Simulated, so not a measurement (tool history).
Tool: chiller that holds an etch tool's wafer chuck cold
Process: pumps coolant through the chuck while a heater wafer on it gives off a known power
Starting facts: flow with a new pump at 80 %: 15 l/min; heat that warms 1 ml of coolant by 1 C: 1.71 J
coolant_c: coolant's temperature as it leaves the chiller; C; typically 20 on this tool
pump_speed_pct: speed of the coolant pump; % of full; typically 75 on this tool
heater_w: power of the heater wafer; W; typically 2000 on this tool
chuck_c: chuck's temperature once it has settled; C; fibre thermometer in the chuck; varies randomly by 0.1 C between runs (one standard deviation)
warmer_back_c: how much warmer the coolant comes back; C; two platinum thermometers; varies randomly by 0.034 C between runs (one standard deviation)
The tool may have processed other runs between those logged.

Run 1, day 0.000: usual settings. Result: chuck_c 41.0 C, warmer_back_c 5.00 C.
Run 2, day 2.067: usual settings but heater_w 1709 W. Result: chuck_c 38.0 C, warmer_back_c 4.17 C.
Run 3, day 4.396: usual settings but heater_w 1324 W. Result: chuck_c 34.0 C, warmer_back_c 3.27 C.
Run 4, day 6.833: usual settings but heater_w 1053 W. Result: chuck_c 31.2 C, warmer_back_c 2.57 C.
Run 5, day 8.979: usual settings. Result: chuck_c 41.0 C, warmer_back_c 4.91 C.
Run 6, day 11.654: usual settings but heater_w 2147 W. Result: chuck_c 42.7 C, warmer_back_c 5.29 C.
At day 13.200: chiller's thermometer calibrated.
Run 7, day 15.000: usual settings. Result: chuck_c 40.8 C, warmer_back_c 4.86 C.
Run 8, day 18.075: usual settings but pump_speed_pct 72 % of full. Result: chuck_c 41.6 C, warmer_back_c 5.11 C.
Run 9, day 19.604: usual settings. Result: chuck_c 41.0 C, warmer_back_c 4.92 C.
Run 10, day 22.650: usual settings. Result: chuck_c 40.9 C, warmer_back_c 4.91 C.
Run 11, day 25.367: usual settings. Result: chuck_c 41.0 C, warmer_back_c 4.81 C.
Run 12, day 28.733: usual settings. Result: chuck_c 40.9 C, warmer_back_c 4.85 C.
Run 13, day 30.254: usual settings but heater_w 1887 W. Result: chuck_c 39.9 C, warmer_back_c 4.58 C.
Run 14, day 33.667: usual settings but heater_w 1887 W. Result: chuck_c 39.7 C, warmer_back_c 4.60 C.
Run 15, day 35.908: usual settings but pump_speed_pct 85 % of full. Result: chuck_c 39.5 C, warmer_back_c 4.28 C.
At day 37.546: coolant changed, channels flushed.
Run 16, day 38.600: usual settings but coolant_c 28 C. Result: chuck_c 49.1 C, warmer_back_c 4.80 C.
Run 17, day 40.642: usual settings but coolant_c 28 C. Result: chuck_c 49.1 C, warmer_back_c 4.80 C.
Run 18, day 42.767: usual settings but coolant_c 28 C, pump_speed_pct 93 % of full. Result: chuck_c 46.2 C, warmer_back_c 3.89 C.
Run 19, day 44.992: usual settings but coolant_c 11 C, heater_w 2493 W. Result: chuck_c 37.2 C, warmer_back_c 6.04 C.
Run 20, day 47.567: usual settings but coolant_c 28 C, pump_speed_pct 84 % of full, heater_w 1887 W. Result: chuck_c 46.3 C, warmer_back_c 3.97 C.
Run 21, day 50.779: usual settings but coolant_c 18 C. Result: chuck_c 38.9 C, warmer_back_c 4.79 C.
Run 22, day 53.508: usual settings but coolant_c 27 C, heater_w 1904 W. Result: chuck_c 46.9 C, warmer_back_c 4.55 C.
Run 23, day 56.312: usual settings but coolant_c 15 C, heater_w 2800 W. Result: chuck_c 44.4 C, warmer_back_c 6.78 C.
Run 24, day 57.962: usual settings but coolant_c 15 C, heater_w 2800 W. Result: chuck_c 44.4 C, warmer_back_c 6.76 C.
Run 25, day 60.242: usual settings but pump_speed_pct 72 % of full, heater_w 1672 W. Result: chuck_c 38.1 C, warmer_back_c 4.09 C.
Run 26, day 62.396: usual settings but coolant_c 16 C, pump_speed_pct 86 % of full, heater_w 1248 W. Result: chuck_c 27.9 C, warmer_back_c 2.45 C.
Run 27, day 64.325: usual settings but pump_speed_pct 68 % of full. Result: chuck_c 42.4 C, warmer_back_c 5.25 C.
Run 28, day 65.888: usual settings but pump_speed_pct 68 % of full. Result: chuck_c 42.3 C, warmer_back_c 5.26 C.
Run 29, day 69.096: usual settings but coolant_c 28 C, pump_speed_pct 96 % of full, heater_w 2680 W. Result: chuck_c 51.9 C, warmer_back_c 4.96 C.
Run 30, day 72.300: usual settings but coolant_c 15 C. Result: chuck_c 36.2 C, warmer_back_c 4.66 C.
Run 31, day 75.258: usual settings but coolant_c 15 C, pump_speed_pct 77 % of full, heater_w 2295 W. Result: chuck_c 38.7 C, warmer_back_c 5.30 C.

3 ways to go on from here, each from the tool as it stands after run 31. What would each give?
At day 77.342: gauge calibrated.
Run A, day 77.979: usual settings but pump_speed_pct 73 % of full. Result: chuck_c ?, warmer_back_c ?.
At day 77.342: gauge calibrated.
Run B, day 77.979: usual settings but coolant_c 15 C, pump_speed_pct 73 % of full, heater_w 2295 W. Result: chuck_c ?, warmer_back_c ?.
At day 77.342: gauge calibrated.
Run C, day 77.979: usual settings but coolant_c 15 C, pump_speed_pct 84 % of full, heater_w 1188 W. Result: chuck_c ?, warmer_back_c ?.

run  chuck_c  warmer_back_c
  A     41.3           5.10
  B     39.5           5.84
  C     26.5           2.62
Had the tool no hidden state, the same runs would have come out as:
run  chuck_c  warmer_back_c
  A     41.3           5.10
  B     39.5           5.84
  C     26.5           2.62
